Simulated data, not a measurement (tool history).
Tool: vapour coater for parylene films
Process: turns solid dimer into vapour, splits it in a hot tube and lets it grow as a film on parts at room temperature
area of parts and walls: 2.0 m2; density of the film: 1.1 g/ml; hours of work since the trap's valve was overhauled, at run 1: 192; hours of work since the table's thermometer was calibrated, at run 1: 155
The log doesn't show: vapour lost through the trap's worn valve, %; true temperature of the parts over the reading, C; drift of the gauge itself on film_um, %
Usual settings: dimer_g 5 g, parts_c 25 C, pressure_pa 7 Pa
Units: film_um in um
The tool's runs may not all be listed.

| run | day | dimer_g | parts_c | pressure_pa | hours of work since the trap's valve was overhauled | hours of work since the table's thermometer was calibrated | film_um |
|---|---|---|---|---|---|---|---|
| 1 | 0 | 5 | 25 | 7 | 192 | 155 | 1.7 |
| 2 | 0.833 | 5 | 25 | 7 | 202 | 165 | 1.68 |
| 3 | 1.85 | 5 | 25 | 2.3 | 215 | 177 | 1.98 |
| 4 | 2.829 | 5 | 25 | 7 | 227 | 190 | 1.68 |
| 5 | 3.717 | 5 | 25 | 7 | 238 | 200 | 1.69 |
| 6 | 4.879 | 5 | 25 | 7 | 252 | 215 | 1.69 |
|  | 5.108 | trap's valve overhauled |
| 7 | 5.858 | 5 | 25 | 7 | 9 | 225 | 1.7 |
| 8 | 6.6 | 5 | 25 | 7 | 18 | 234 | 1.72 |
| 9 | 7.771 | 5 | 25 | 6.38 | 33 | 248 | 1.73 |
| 10 | 8.471 | 5 | 25 | 6.38 | 41 | 257 | 1.74 |
| 11 | 8.962 | 5 | 25 | 6.38 | 48 | 263 | 1.75 |
| 12 | 9.754 | 5 | 25 | 7 | 57 | 273 | 1.7 |
| 13 | 10.529 | 5 | 19 | 7 | 67 | 282 | 2.22 |
| 14 | 11.158 | 5 | 19 | 7 | 75 | 290 | 2.21 |
| 15 | 11.992 | 5 | 25 | 7 | 85 | 300 | 1.66 |
| 16 | 13.15 | 5 | 25 | 7 | 99 | 315 | 1.64 |
| 17 | 13.667 | 5 | 25 | 7 | 105 | 321 | 1.72 |
| 18 | 14.217 | 5 | 25 | 7 | 112 | 328 | 1.72 |
| 19 | 14.992 | 5 | 25 | 7 | 122 | 337 | 1.69 |
| 20 | 15.992 | 5 | 25 | 8.43 | 134 | 350 | 1.66 |
| 21 | 17.108 | 5 | 29 | 7 | 148 | 363 | 1.44 |
| 22 | 17.917 | 5 | 29 | 7 | 158 | 373 | 1.41 |
| 23 | 18.425 | 5 | 29 | 7 | 164 | 380 | 1.47 |
| 24 | 19.488 | 5 | 29 | 7 | 177 | 393 | 1.38 |
| 25 | 20.458 | 5 | 29 | 7 | 189 | 405 | 1.44 |
| 26 | 21.158 | 7 | 19 | 4.55 | 198 | 413 | 3.09 |
| 27 | 22.3 | 2 | 19 | 4.55 | 212 | 427 | 0.87 |
| 28 | 23.133 | 2 | 27 | 2.3 | 222 | 438 | 0.75 |
| 29 | 23.858 | 3 | 19 | 6.12 | 231 | 447 | 1.34 |
| 30 | 25.021 | 8 | 31 | 2.34 | 245 | 461 | 2.39 |
|  | 25.875 | trap's valve overhauled |
| 31 | 26.05 | 4 | 25 | 7 | 2 | 472 | 1.38 |
| 32 | 27.071 | 4 | 25 | 7 | 15 | 484 | 1.36 |
| 33 | 27.775 | 4 | 25 | 7 | 23 | 493 | 1.35 |
| 34 | 28.729 | 2 | 36 | 10.03 | 35 | 505 | 0.39 |
| 35 | 29.267 | 2 | 20 | 8.78 | 42 | 511 | 0.85 |
| 36 | 29.812 | 9 | 20 | 8.51 | 49 | 518 | 3.78 |
| 37 | 30.788 | 9 | 20 | 8.51 | 61 | 530 | 3.77 |
| 38 | 31.396 | 9 | 20 | 8.51 | 68 | 537 | 3.83 |
| 39 | 31.908 | 9 | 20 | 8.51 | 74 | 544 | 3.86 |
| 40 | 32.85 | 5 | 25 | 3.36 | 86 | 555 | 1.89 |
| 41 | 33.533 | 5 | 25 | 3.36 | 94 | 564 | 1.9 |
| 42 | 34.588 | 5 | 25 | 9.2 | 107 | 577 | 1.68 |
| 43 | 35.404 | 8 | 27 | 8.07 | 117 | 587 | 2.45 |
| 44 | 36.558 | 7 | 26 | 4.24 | 132 | 601 | 2.46 |
| 45 | 37.183 | 8 | 37 | 7 | 139 | 609 | 1.57 |
| 46 | 38.217 | 4 | 35 | 7.46 | 152 | 622 | 0.82 |
| 47 | 39.346 | 3 | 25 | 5.77 | 166 | 635 | 1.05 |

How the hidden state differs across the entries between the runs, from the last listed run before each to the first after it:
Between runs 6 and 7: trap's valve overhauled (day 5.108)
  vapour lost through the trap's worn valve, %: 0.7 -> 0.1
Between runs 30 and 31: trap's valve overhauled (day 25.875)
  vapour lost through the trap's worn valve, %: 0.6 -> 0
